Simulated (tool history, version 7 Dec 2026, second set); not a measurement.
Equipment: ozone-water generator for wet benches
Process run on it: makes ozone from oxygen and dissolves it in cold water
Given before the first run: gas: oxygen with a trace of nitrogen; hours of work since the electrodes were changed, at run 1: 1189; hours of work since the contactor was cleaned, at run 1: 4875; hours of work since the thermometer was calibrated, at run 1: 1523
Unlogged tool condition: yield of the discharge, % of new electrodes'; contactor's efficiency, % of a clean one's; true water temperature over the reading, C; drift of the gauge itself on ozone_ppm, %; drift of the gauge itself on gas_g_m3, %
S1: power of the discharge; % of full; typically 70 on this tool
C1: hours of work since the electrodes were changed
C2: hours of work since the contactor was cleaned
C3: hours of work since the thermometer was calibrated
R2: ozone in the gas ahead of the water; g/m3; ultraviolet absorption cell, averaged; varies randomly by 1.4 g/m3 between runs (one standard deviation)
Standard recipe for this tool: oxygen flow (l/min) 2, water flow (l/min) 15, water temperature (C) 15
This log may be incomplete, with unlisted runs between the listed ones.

run 1 hour=0 | S1=70 oxygen_flow_(l/min)=2 water_flow_(l/min)=15 water_temperature_(C)=15 | C1=1189 C2=4875 C3=1523 | dissolved_ozone_(ppm)=17.7 R2=260.3
run 2 hour=32 | S1=70 oxygen_flow_(l/min)=2 water_flow_(l/min)=15 water_temperature_(C)=15 | C1=1211 C2=4897 C3=1546 | dissolved_ozone_(ppm)=17.6 R2=259.8
run 3 hour=68.9 | S1=70 oxygen_flow_(l/min)=2 water_flow_(l/min)=15 water_temperature_(C)=15 | C1=1237 C2=4923 C3=1572 | dissolved_ozone_(ppm)=17.7 R2=261.1
run 4 hour=115.7 | S1=70 oxygen_flow_(l/min)=2 water_flow_(l/min)=15 water_temperature_(C)=15 | C1=1270 C2=4956 C3=1604 | dissolved_ozone_(ppm)=17.7 R2=261.7
run 5 hour=140.4 | S1=70 oxygen_flow_(l/min)=2 water_flow_(l/min)=15 water_temperature_(C)=15 | C1=1287 C2=4973 C3=1622 | dissolved_ozone_(ppm)=17.8 R2=263
run 6 hour=193.5 | S1=70 oxygen_flow_(l/min)=2 water_flow_(l/min)=15 water_temperature_(C)=15 | C1=1324 C2=5010 C3=1659 | dissolved_ozone_(ppm)=17.6 R2=262.2
run 7 hour=249 | S1=70 oxygen_flow_(l/min)=2 water_flow_(l/min)=15 water_temperature_(C)=15 | C1=1363 C2=5049 C3=1698 | dissolved_ozone_(ppm)=17.6 R2=259.6
run 8 hour=292.4 | S1=70 oxygen_flow_(l/min)=2 water_flow_(l/min)=15 water_temperature_(C)=7 | C1=1393 C2=5080 C3=1728 | dissolved_ozone_(ppm)=18.6 R2=260.7
run 9 hour=336.7 | S1=70 oxygen_flow_(l/min)=2 water_flow_(l/min)=15 water_temperature_(C)=7 | C1=1424 C2=5111 C3=1759 | dissolved_ozone_(ppm)=18.5 R2=260.5
run 10 hour=380.5 | S1=70 oxygen_flow_(l/min)=2 water_flow_(l/min)=15 water_temperature_(C)=15 | C1=1455 C2=5141 C3=1790 | dissolved_ozone_(ppm)=17.6 R2=260.3
run 11 hour=416.7 | S1=70 oxygen_flow_(l/min)=3.38 water_flow_(l/min)=15 water_temperature_(C)=15 | C1=1480 C2=5167 C3=1815 | dissolved_ozone_(ppm)=20.9 R2=218.2
run 12 hour=447.2 | S1=70 oxygen_flow_(l/min)=3.38 water_flow_(l/min)=15 water_temperature_(C)=15 | C1=1501 C2=5188 C3=1836 | dissolved_ozone_(ppm)=20.9 R2=219.4
run 13 hour=503.9 | S1=70 oxygen_flow_(l/min)=3.38 water_flow_(l/min)=15 water_temperature_(C)=15 | C1=1541 C2=5228 C3=1876 | dissolved_ozone_(ppm)=20.9 R2=218.2
run 14 hour=541.7 | S1=70 oxygen_flow_(l/min)=3.38 water_flow_(l/min)=15 water_temperature_(C)=15 | C1=1568 C2=5254 C3=1902 | dissolved_ozone_(ppm)=21.2 R2=217.7
run 15 hour=591.8 | S1=70 oxygen_flow_(l/min)=2 water_flow_(l/min)=15 water_temperature_(C)=15 | C1=1603 C2=5289 C3=1938 | dissolved_ozone_(ppm)=17.5 R2=261.7
run 16 hour=617.8 | S1=70 oxygen_flow_(l/min)=2 water_flow_(l/min)=20 water_temperature_(C)=15 | C1=1621 C2=5307 C3=1956 | dissolved_ozone_(ppm)=12.9 R2=261.5
run 17 hour=671.5 | S1=70 oxygen_flow_(l/min)=2 water_flow_(l/min)=20 water_temperature_(C)=15 | C1=1658 C2=5345 C3=1993 | dissolved_ozone_(ppm)=13.1 R2=257.9
run 18 hour=714.4 | S1=96 oxygen_flow_(l/min)=2.53 water_flow_(l/min)=21 water_temperature_(C)=13 | C1=1688 C2=5375 C3=2023 | dissolved_ozone_(ppm)=16.6 R2=290

What does the tool deliver on the next run?
run 19 hour=744.9 | S1=70 oxygen_flow_(l/min)=2 water_flow_(l/min)=13 water_temperature_(C)=11 | C1=1710 C2=5396 C3=2045 | dissolved_ozone_(ppm)=? R2=?

{"run 19": {"dissolved ozone (ppm)": 20.6, "R2": 258.6}}
Were there no unlogged condition in the tool, this run, its random variation unchanged, would have produced dissolved ozone (ppm) 21.8, R2 263.5 g/m3.

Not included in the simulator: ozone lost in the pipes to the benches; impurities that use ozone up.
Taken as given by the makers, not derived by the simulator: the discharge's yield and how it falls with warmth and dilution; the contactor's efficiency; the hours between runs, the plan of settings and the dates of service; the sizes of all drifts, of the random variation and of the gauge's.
